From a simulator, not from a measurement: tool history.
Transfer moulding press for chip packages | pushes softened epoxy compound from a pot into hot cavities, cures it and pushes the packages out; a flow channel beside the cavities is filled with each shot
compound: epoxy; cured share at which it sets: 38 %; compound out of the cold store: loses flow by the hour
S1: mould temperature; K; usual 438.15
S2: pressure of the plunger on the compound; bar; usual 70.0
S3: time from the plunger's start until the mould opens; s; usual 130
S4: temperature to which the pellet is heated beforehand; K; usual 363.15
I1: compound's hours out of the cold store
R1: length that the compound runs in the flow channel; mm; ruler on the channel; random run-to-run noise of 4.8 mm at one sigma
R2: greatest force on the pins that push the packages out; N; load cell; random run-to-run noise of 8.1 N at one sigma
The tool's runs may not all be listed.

run,day,S1,S2,S3,S4,I1,R1,R2
1,0.000,438.15,70.0,130,363.15,16.1,796,360
2,0.225,438.15,70.0,130,359.15,30.9,749,368
3,0.562,438.15,70.0,130,359.15,22.1,778,355
4,1.038,438.15,70.0,130,359.15,31.8,748,343
5,1.246,438.15,70.0,130,363.15,20.7,789,345
6,1.608,438.15,70.0,130,361.15,10.4,826,376
# day 1.842: cavities cleaned with cleaning compound and waxed
7,1.992,438.15,70.0,130,363.15,33.4,737,347
8,2.392,438.15,70.0,130,363.15,34.8,738,341
9,2.733,438.15,74.2,130,363.15,14.7,839,354
10,3.000,438.15,70.0,130,363.15,40.8,725,327
11,3.246,438.15,70.0,130,363.15,24.7,770,359
12,3.458,438.15,70.0,130,363.15,40.3,723,339
13,3.883,438.15,70.0,130,363.15,18.5,787,354
14,4.171,438.15,70.0,130,363.15,42.4,716,337
15,4.646,438.15,70.0,130,363.15,11.0,831,360
16,5.096,445.15,53.4,130,363.15,43.7,589,302
17,5.375,445.15,53.4,130,363.15,15.9,679,290

Predict the results of run 18:
18,5.588,445.15,53.4,130,363.15,11.7,?,?

Run 18 came out at R1 688 mm, R2 303 N.
The same run, on a tool lacking any hidden state, would have yielded R1 689 mm, R2 299 N.
